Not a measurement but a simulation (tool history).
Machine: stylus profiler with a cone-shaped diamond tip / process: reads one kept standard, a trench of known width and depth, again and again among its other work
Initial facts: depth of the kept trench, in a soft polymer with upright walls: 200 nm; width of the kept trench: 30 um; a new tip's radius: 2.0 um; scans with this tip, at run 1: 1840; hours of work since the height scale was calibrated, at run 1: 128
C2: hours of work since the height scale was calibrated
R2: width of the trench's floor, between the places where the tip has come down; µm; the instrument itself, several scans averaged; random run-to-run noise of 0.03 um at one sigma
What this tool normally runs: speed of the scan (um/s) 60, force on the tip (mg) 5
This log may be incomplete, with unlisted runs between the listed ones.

Run 1, hour 0: usual settings; scans with this tip 1840; C2 128. Result: depth of the trench (nm) 203.02, R2 27.93 µm.
Run 2, hour 34.7: usual settings; scans with this tip 2230; C2 155. Result: depth of the trench (nm) 203.07, R2 27.79 µm.
Run 3, hour 78.1: usual settings; scans with this tip 2719; C2 189. Result: depth of the trench (nm) 202.93, R2 27.83 µm.
Run 4, hour 133.5: usual settings; scans with this tip 3343; C2 232. Result: depth of the trench (nm) 202.89, R2 27.73 µm.
Run 5, hour 164: usual settings; scans with this tip 3686; C2 256. Result: depth of the trench (nm) 202.89, R2 27.8 µm.
Run 6, hour 203.1: usual settings; scans with this tip 4127; C2 287. Result: depth of the trench (nm) 202.92, R2 27.67 µm.
Run 7, hour 249.7: usual settings; scans with this tip 4651; C2 323. Result: depth of the trench (nm) 202.81, R2 27.65 µm.
Run 8, hour 306.1: usual settings; scans with this tip 5287; C2 367. Result: depth of the trench (nm) 202.83, R2 27.58 µm.
Run 9, hour 363: usual settings; scans with this tip 5927; C2 411. Result: depth of the trench (nm) 202.86, R2 27.56 µm.
Run 10, hour 404.9: usual settings but force on the tip (mg) 3.65; scans with this tip 6398; C2 444. Result: depth of the trench (nm) 202.23, R2 27.52 µm.
Run 11, hour 456.1: usual settings but force on the tip (mg) 3.65; scans with this tip 6975; C2 484. Result: depth of the trench (nm) 202.13, R2 27.5 µm.
Run 12, hour 490.3: usual settings but force on the tip (mg) 3.65; scans with this tip 7360; C2 511. Result: depth of the trench (nm) 202.05, R2 27.48 µm.
Run 13, hour 515.7: usual settings but force on the tip (mg) 7.83; scans with this tip 7646; C2 531. Result: depth of the trench (nm) 203.71, R2 27.47 µm.
Run 14, hour 564.1: usual settings but force on the tip (mg) 7.83; scans with this tip 8191; C2 569. Result: depth of the trench (nm) 203.76, R2 27.46 µm.
Run 15, hour 587.4: usual settings; scans with this tip 8453; C2 587. Result: depth of the trench (nm) 202.6, R2 27.42 µm.
Run 16, hour 612.1: usual settings but speed of the scan (um/s) 77; scans with this tip 8732; C2 606. Result: depth of the trench (nm) 202.53, R2 27.3 µm.
Run 17, hour 649.8: usual settings but force on the tip (mg) 12.24; scans with this tip 9156; C2 636. Result: depth of the trench (nm) 205.12, R2 27.36 µm.
Run 18, hour 681.3: usual settings but force on the tip (mg) 4.33; scans with this tip 9511; C2 660. Result: depth of the trench (nm) 202.32, R2 27.23 µm.
Run 19, hour 714.7: usual settings but force on the tip (mg) 12.04; scans with this tip 9886; C2 686. Result: depth of the trench (nm) 205, R2 27.31 µm.
At hour 719.2: height scale calibrated on a step standard.
Run 20, hour 769.7: usual settings but speed of the scan (um/s) 24, force on the tip (mg) 13.76; scans with this tip 10500; C2 39. Result: depth of the trench (nm) 205.33, R2 27.39 µm.
Run 21, hour 822.6: usual settings but speed of the scan (um/s) 87, force on the tip (mg) 2.12; scans with this tip 11095; C2 81. Result: depth of the trench (nm) 200.95, R2 27 µm.
Run 22, hour 866.2: usual settings but speed of the scan (um/s) 87, force on the tip (mg) 2.12; scans with this tip 11586; C2 115. Result: depth of the trench (nm) 200.89, R2 26.97 µm.
Run 23, hour 897.1: usual settings but speed of the scan (um/s) 87, force on the tip (mg) 2.12; scans with this tip 11934; C2 139. Result: depth of the trench (nm) 200.81, R2 26.95 µm.
Run 24, hour 925.3: usual settings but speed of the scan (um/s) 36, force on the tip (mg) 13.03; scans with this tip 12252; C2 161. Result: depth of the trench (nm) 204.96, R2 27.26 µm.
Run 25, hour 963.8: usual settings but speed of the scan (um/s) 126; scans with this tip 12685; C2 191. Result: depth of the trench (nm) 202.11, R2 26.91 µm.
At hour 975.3: height scale calibrated on a step standard, once more.
Run 26, hour 1006.6: usual settings but speed of the scan (um/s) 126; scans with this tip 13162; C2 24. Result: depth of the trench (nm) 203.12, R2 26.82 µm.
Run 27, hour 1055: usual settings but speed of the scan (um/s) 132, force on the tip (mg) 3.32; scans with this tip 13706; C2 62. Result: depth of the trench (nm) 202.35, R2 26.75 µm.
Run 28, hour 1084.4: usual settings but speed of the scan (um/s) 132, force on the tip (mg) 3.32; scans with this tip 14037; C2 85. Result: depth of the trench (nm) 202.39, R2 26.7 µm.
Run 29, hour 1133.8: usual settings but speed of the scan (um/s) 211, force on the tip (mg) 9.61; scans with this tip 14593; C2 124. Result: depth of the trench (nm) 204.72, R2 26.64 µm.
Run 30, hour 1189.2: usual settings but speed of the scan (um/s) 104, force on the tip (mg) 8.17; scans with this tip 15217; C2 167. Result: depth of the trench (nm) 204.21, R2 26.83 µm.
Run 31, hour 1239.1: usual settings but speed of the scan (um/s) 104, force on the tip (mg) 8.17; scans with this tip 15778; C2 206. Result: depth of the trench (nm) 204.14, R2 26.87 µm.
Run 32, hour 1271.4: usual settings but speed of the scan (um/s) 203, force on the tip (mg) 4.13; scans with this tip 16142; C2 231. Result: depth of the trench (nm) 202.53, R2 26.38 µm.
Run 33, hour 1326.1: usual settings but speed of the scan (um/s) 203, force on the tip (mg) 4.13; scans with this tip 16759; C2 274. Result: depth of the trench (nm) 202.58, R2 26.34 µm.
Run 34, hour 1380.4: usual settings but speed of the scan (um/s) 113, force on the tip (mg) 7.58; scans with this tip 17370; C2 317. Result: depth of the trench (nm) 203.81, R2 26.72 µm.
Run 35, hour 1414.6: usual settings but speed of the scan (um/s) 28, force on the tip (mg) 3.1; scans with this tip 17755; C2 343. Result: depth of the trench (nm) 202.03, R2 26.91 µm.

4 ways to go on from here, each from the tool as it stands after run 35. What would each give?
Run A, hour 1462.7: usual settings but speed of the scan (um/s) 126, force on the tip (mg) 2.65; scans with this tip 18296; C2 381. Result: depth of the trench (nm) ?, R2 ?.
Run B, hour 1462.7: usual settings but speed of the scan (um/s) 22; scans with this tip 18296; C2 381. Result: depth of the trench (nm) ?, R2 ?.
Run C, hour 1462.7: usual settings but speed of the scan (um/s) 33, force on the tip (mg) 6.81; scans with this tip 18296; C2 381. Result: depth of the trench (nm) ?, R2 ?.
Run D, hour 1462.7: usual settings but speed of the scan (um/s) 26, force on the tip (mg) 2.11; scans with this tip 18296; C2 381. Result: depth of the trench (nm) ?, R2 ?.

run  depth of the trench (nm)     R2
  A                     201.7  26.41
  B                    202.81  26.84
  C                    203.52  26.89
  D                    201.42  26.84
What these runs would have given with no unlogged condition in the tool:
run  depth of the trench (nm)     R2
  A                    201.98  27.73
  B                     203.1  28.16
  C                    203.81  28.21
  D                    201.71  28.16

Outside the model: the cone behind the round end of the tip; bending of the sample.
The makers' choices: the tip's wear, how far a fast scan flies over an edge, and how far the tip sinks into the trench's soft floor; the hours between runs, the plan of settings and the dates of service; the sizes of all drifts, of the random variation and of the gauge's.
